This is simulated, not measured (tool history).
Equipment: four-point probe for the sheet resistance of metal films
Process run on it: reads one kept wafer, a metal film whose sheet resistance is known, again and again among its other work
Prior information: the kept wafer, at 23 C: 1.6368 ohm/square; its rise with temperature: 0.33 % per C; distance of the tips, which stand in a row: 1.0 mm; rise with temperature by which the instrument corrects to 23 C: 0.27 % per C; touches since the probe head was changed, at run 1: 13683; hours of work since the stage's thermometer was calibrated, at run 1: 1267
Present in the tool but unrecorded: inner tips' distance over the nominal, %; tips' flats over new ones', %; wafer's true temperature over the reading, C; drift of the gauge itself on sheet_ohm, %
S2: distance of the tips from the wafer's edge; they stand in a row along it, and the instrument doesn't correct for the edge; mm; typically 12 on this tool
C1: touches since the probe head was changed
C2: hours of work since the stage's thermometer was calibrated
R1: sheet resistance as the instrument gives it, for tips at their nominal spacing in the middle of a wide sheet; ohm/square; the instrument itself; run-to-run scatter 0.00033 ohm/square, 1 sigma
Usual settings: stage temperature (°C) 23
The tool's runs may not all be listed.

Run 1, day 0: usual settings; C1 13683; C2 1267. Result: R1 1.638968 ohm/square.
Run 2, day 1.604: usual settings; C1 15255; C2 1293. Result: R1 1.638731 ohm/square.
Run 3, day 2.825: usual settings; C1 16450; C2 1313. Result: R1 1.638118 ohm/square.
Run 4, day 4.125: usual settings; C1 17721; C2 1335. Result: R1 1.638479 ohm/square.
Run 5, day 5.45: usual settings; C1 19020; C2 1356. Result: R1 1.638599 ohm/square.
Run 6, day 6.858: usual settings; C1 20399; C2 1380. Result: R1 1.637896 ohm/square.
Run 7, day 7.979: usual settings; C1 21496; C2 1398. Result: R1 1.637892 ohm/square.
Run 8, day 9.35: usual settings; C1 22836; C2 1421. Result: R1 1.638366 ohm/square.
Run 9, day 10.221: usual settings; C1 23690; C2 1435. Result: R1 1.638216 ohm/square.
Run 10, day 11.379: usual settings; C1 24823; C2 1454. Result: R1 1.637881 ohm/square.
Run 11, day 12.988: usual settings but stage temperature (°C) 25; C1 26400; C2 1481. Result: R1 1.639467 ohm/square.
Run 12, day 14.596: usual settings but stage temperature (°C) 20; C1 27971; C2 1507. Result: R1 1.634049 ohm/square.
Run 13, day 15.833: usual settings but stage temperature (°C) 20; C1 29185; C2 1528. Result: R1 1.634952 ohm/square.
Run 14, day 17.058: usual settings but stage temperature (°C) 20; C1 30384; C2 1548. Result: R1 1.634042 ohm/square.
Run 15, day 18.354: usual settings but stage temperature (°C) 21, S2 61 mm; C1 31651; C2 1569. Result: R1 1.629439 ohm/square.
Run 16, day 19.192: usual settings but stage temperature (°C) 21, S2 3 mm; C1 32471; C2 1583. Result: R1 1.720211 ohm/square.
Run 17, day 20.133: usual settings but stage temperature (°C) 34, S2 4 mm; C1 33395; C2 1599. Result: R1 1.694992 ohm/square.
Run 18, day 20.95: usual settings but stage temperature (°C) 28, S2 67 mm; C1 34193; C2 1612. Result: R1 1.636102 ohm/square.
Run 19, day 21.683: usual settings but stage temperature (°C) 31, S2 56 mm; C1 34912; C2 1624. Result: R1 1.638635 ohm/square.
Run 20, day 22.662: usual settings but stage temperature (°C) 31, S2 33 mm; C1 35870; C2 1640. Result: R1 1.63888 ohm/square.
Run 21, day 24.054: usual settings but stage temperature (°C) 19, S2 3 mm; C1 37232; C2 1663. Result: R1 1.717916 ohm/square.
Run 22, day 25.175: usual settings but stage temperature (°C) 21, S2 72 mm; C1 38331; C2 1682. Result: R1 1.629041 ohm/square.
Run 23, day 26.575: usual settings but stage temperature (°C) 26, S2 10 mm; C1 39699; C2 1705. Result: R1 1.642168 ohm/square.
Run 24, day 27.433: usual settings but stage temperature (°C) 26, S2 10 mm; C1 40542; C2 1719. Result: R1 1.641642 ohm/square.
Run 25, day 28.596: usual settings but stage temperature (°C) 21, S2 17 mm; C1 41678; C2 1738. Result: R1 1.631315 ohm/square.
Run 26, day 30.1: usual settings but stage temperature (°C) 20, S2 31 mm; C1 43151; C2 1763. Result: R1 1.628053 ohm/square.
Run 27, day 31.662: usual settings but stage temperature (°C) 25, S2 23 mm; C1 44679; C2 1789. Result: R1 1.632779 ohm/square.
Run 28, day 32.342: usual settings but stage temperature (°C) 25, S2 23 mm; C1 45345; C2 1800. Result: R1 1.633025 ohm/square.

What if the next run were any one of these 5? Each begins from the tool's condition after run 28:
Run A, day 33.017: usual settings but stage temperature (°C) 25, S2 64 mm; C1 46008; C2 1811. Result: R1 ?.
Run B, day 33.017: usual settings but stage temperature (°C) 30, S2 9 mm; C1 46008; C2 1811. Result: R1 ?.
Run C, day 33.017: usual settings but stage temperature (°C) 27, S2 8 mm; C1 46008; C2 1811. Result: R1 ?.
Run D, day 33.017: usual settings but stage temperature (°C) 25, S2 27 mm; C1 46008; C2 1811. Result: R1 ?.
Run E, day 33.017: usual settings but stage temperature (°C) 24; C1 46008; C2 1811. Result: R1 ?.

run        R1
  A  1.632038
  B  1.647198
  C  1.647863
  D  1.633025
  E  1.637038
The same runs, with their run-to-run variation unchanged, on a tool lacking any hidden condition would have given:
run        R1
  A   1.63916
  B  1.654413
  C  1.655061
  D  1.640151
  E  1.644174

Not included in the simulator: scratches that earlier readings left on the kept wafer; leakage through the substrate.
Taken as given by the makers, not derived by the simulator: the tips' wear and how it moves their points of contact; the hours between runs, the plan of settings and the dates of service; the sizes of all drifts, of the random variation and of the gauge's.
